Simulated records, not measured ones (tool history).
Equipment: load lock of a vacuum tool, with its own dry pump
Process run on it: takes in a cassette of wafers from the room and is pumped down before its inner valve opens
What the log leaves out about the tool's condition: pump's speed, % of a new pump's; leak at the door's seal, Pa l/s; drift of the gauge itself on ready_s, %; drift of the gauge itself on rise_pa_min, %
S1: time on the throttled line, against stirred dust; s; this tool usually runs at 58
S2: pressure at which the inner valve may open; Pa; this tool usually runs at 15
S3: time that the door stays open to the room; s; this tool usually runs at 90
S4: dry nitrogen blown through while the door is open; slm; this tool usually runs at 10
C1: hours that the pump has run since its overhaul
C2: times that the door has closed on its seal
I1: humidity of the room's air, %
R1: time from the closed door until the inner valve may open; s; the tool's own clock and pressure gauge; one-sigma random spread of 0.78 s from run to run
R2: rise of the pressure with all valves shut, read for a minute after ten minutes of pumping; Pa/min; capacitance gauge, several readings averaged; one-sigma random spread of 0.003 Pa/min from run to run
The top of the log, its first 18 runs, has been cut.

run 19 hour=1647.1 | S1=58 S2=17 S3=90 S4=5 | C1=8994 C2=16170 | I1=43.0 | R1=133.0 R2=0.098
run 20 hour=1752.9 | S1=58 S2=17 S3=90 S4=5 | C1=9100 C2=16435 | I1=49.1 | R1=132.6 R2=0.097
run 21 hour=1869.6 | S1=33 S2=15 S3=90 S4=6 | C1=9216 C2=16728 | I1=45.4 | R1=116.0 R2=0.097
run 22 hour=1943.8 | S1=58 S2=15 S3=90 S4=9 | C1=9290 C2=16914 | I1=45.7 | R1=133.7 R2=0.098
run 23 hour=2054.0 | S1=58 S2=15 S3=90 S4=9 | C1=9401 C2=17190 | I1=40.8 | R1=134.7 R2=0.097
run 24 hour=2147.8 | S1=114 S2=17 S3=63 S4=40 | C1=9495 C2=17425 | I1=42.8 | R1=174.2 R2=0.078
run 25 hour=2268.4 | S1=59 S2=29 S3=90 S4=10 | C1=9615 C2=17727 | I1=43.6 | R1=128.8 R2=0.107
run 26 hour=2354.3 | S1=63 S2=29 S3=97 S4=10 | C1=9701 C2=17942 | I1=46.5 | R1=133.8 R2=0.107
run 27 hour=2414.7 | S1=109 S2=12 S3=184 S4=10 | C1=9761 C2=18094 | I1=46.6 | R1=173.4 R2=0.116
run 28 hour=2538.3 | S1=109 S2=12 S3=184 S4=10 | C1=9885 C2=18403 | I1=46.1 | R1=173.5 R2=0.110
run 29 hour=2595.0 | S1=109 S2=12 S3=184 S4=10 | C1=9942 C2=18546 | I1=45.5 | R1=174.7 R2=0.118
run 30 hour=2698.6 | S1=32 S2=15 S3=90 S4=16 | C1=10045 C2=18805 | I1=47.2 | R1=117.0 R2=0.102
run 31 hour=2788.3 | S1=32 S2=15 S3=90 S4=16 | C1=10135 C2=19030 | I1=47.0 | R1=116.9 R2=0.107
run 32 hour=2841.0 | S1=32 S2=15 S3=90 S4=16 | C1=10188 C2=19162 | I1=46.1 | R1=117.1 R2=0.097
run 33 hour=2897.0 | S1=32 S2=15 S3=90 S4=16 | C1=10244 C2=19302 | I1=45.0 | R1=116.1 R2=0.109
run 34 hour=3014.6 | S1=58 S2=15 S3=195 S4=10 | C1=10361 C2=19597 | I1=43.6 | R1=137.6 R2=0.124
run 35 hour=3121.4 | S1=58 S2=15 S3=195 S4=10 | C1=10468 C2=19864 | I1=43.9 | R1=136.9 R2=0.126
run 36 hour=3206.6 | S1=46 S2=27 S3=212 S4=31 | C1=10553 C2=20078 | I1=45.1 | R1=122.8 R2=0.108

Alternative continuations, all from the tool just after run 36; predict every row:
run A hour=3298.7 | S1=58 S2=29 S3=28 S4=5 | C1=10645 C2=20309 | I1=47.3 | R1=? R2=?
run B hour=3298.7 | S1=50 S2=16 S3=90 S4=10 | C1=10645 C2=20309 | I1=43.3 | R1=? R2=?
run C hour=3298.7 | S1=58 S2=15 S3=52 S4=39 | C1=10645 C2=20309 | I1=44.9 | R1=? R2=?
run D hour=3298.7 | S1=47 S2=27 S3=212 S4=9 | C1=10645 C2=20309 | I1=47.3 | R1=? R2=?

run=A R1=129.6 R2=0.098
run=B R1=132.0 R2=0.114
run=C R1=136.3 R2=0.093
run=D R1=123.8 R2=0.138
Without the tool's hidden state the same runs would have given:
run=A R1=113.2 R2=0.021
run=B R1=113.3 R2=0.036
run=C R1=118.4 R2=0.015
run=D R1=106.6 R2=0.058
